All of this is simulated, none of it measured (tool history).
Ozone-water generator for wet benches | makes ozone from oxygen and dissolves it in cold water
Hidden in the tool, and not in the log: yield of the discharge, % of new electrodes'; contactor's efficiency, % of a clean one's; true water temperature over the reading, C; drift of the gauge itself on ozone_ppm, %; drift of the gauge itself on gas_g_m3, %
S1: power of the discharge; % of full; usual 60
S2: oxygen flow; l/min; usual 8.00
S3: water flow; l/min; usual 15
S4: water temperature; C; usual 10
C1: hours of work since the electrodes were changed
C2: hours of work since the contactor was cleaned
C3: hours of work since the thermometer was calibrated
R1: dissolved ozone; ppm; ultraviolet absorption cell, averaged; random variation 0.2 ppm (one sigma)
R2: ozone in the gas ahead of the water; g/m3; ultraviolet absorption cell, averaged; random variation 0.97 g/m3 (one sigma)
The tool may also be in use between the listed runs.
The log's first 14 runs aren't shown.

run	day	S1	S2	S3	S4	C1	C2	C3	R1	R2
15	12.833	60	8.00	15	10	1244	6783	2018	29.2	168.2
16	13.721	60	8.00	15	10	1261	6799	2035	28.7	168.9
17	14.379	60	8.00	15	10	1273	6812	2047	29.0	168.4
18	15.167	59	8.00	18	10	1288	6827	2062	25.1	166.1
19	16.442	59	8.00	18	10	1312	6850	2086	25.1	166.7
20	17.654	59	8.00	18	10	1335	6873	2109	24.8	165.6
21	18.608	59	8.00	18	10	1353	6891	2127	25.1	166.7
22	19.633	56	8.00	10	17	1372	6910	2146	29.7	159.5
23	20.338	56	8.00	10	17	1385	6924	2159	29.9	159.3
24	21.254	56	8.00	10	17	1402	6941	2176	29.7	160.6
# day 21.538: gauge calibrated
25	22.246	56	8.00	10	17	1421	6959	2195	29.7	155.8
26	23.008	56	8.00	10	17	1435	6974	2209	29.7	157.2
27	24.150	88	4.30	17	6	1457	6995	2230	37.8	315.7
28	25.238	83	5.16	15	8	1477	7015	2251	39.7	273.6
29	25.871	95	13.59	22	14	1489	7027	2263	29.9	193.2
30	26.596	51	8.00	15	15	1502	7041	2276	22.6	143.4
31	27.833	51	8.00	15	15	1526	7064	2300	22.8	143.4
32	28.425	59	5.94	14	8	1537	7075	2311	30.4	188.3
33	29.042	76	8.00	10	10	1548	7087	2322	45.3	206.2

Forecast each of these 4 alternatives for the next run:
A	29.983	72	9.81	15	10	1566	7104	2340	?	?
B	29.983	60	8.00	15	8	1566	7104	2340	?	?
C	29.983	41	10.81	15	9	1566	7104	2340	?	?
D	29.983	54	4.51	15	9	1566	7104	2340	?	?

run	R1	R2
A	33.4	177.9
B	29.6	166.8
C	20.4	103.1
D	26.3	201.9
Without the tool's hidden state the same runs would have given:
run	R1	R2
A	33.5	175.8
B	29.6	164.9
C	20.5	101.9
D	26.4	199.6
